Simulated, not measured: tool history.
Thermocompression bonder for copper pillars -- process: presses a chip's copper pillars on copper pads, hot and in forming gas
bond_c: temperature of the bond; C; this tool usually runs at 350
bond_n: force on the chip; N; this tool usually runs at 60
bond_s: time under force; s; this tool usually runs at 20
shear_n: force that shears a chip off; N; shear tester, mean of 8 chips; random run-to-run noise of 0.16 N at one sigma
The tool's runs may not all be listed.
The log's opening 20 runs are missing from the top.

run	hour	bond_c	bond_n	bond_s	shear_n
21	264.6	350	50	11	57.5
22	278.2	350	79	11	74.2
23	296.2	325	68	18	61.1
24	309.0	348	37	14	50.6
25	318.6	348	37	14	50.4
26	336.7	348	84	59	102.0
27	355.1	348	84	59	101.6
28	369.1	348	84	59	101.7
29	382.0	348	84	59	101.1
30	393.6	371	84	58	106.7
31	405.0	325	84	58	90.3
32	415.7	355	54	58	94.2
33	429.7	335	67	20	68.9
34	438.1	335	67	20	68.9
35	456.7	335	67	20	68.7
36	470.1	350	60	38	86.6
37	479.3	350	60	38	86.8
38	491.3	350	60	38	86.8
39	509.5	371	60	28	92.5

Below are 5 alternative next runs, each starting from the tool's condition after run 39. Predict each:
A	519.5	358	51	10	?
B	519.5	320	67	20	?
C	519.5	338	76	42	?
D	519.5	371	58	28	?
E	519.5	362	75	28	?

run	shear_n
A	60.5
B	58.2
C	88.7
D	91.6
E	94.6
Had the tool no hidden state, the same runs would have come out as:
run	shear_n
A	62.0
B	59.5
C	91.3
D	94.6
E	97.7

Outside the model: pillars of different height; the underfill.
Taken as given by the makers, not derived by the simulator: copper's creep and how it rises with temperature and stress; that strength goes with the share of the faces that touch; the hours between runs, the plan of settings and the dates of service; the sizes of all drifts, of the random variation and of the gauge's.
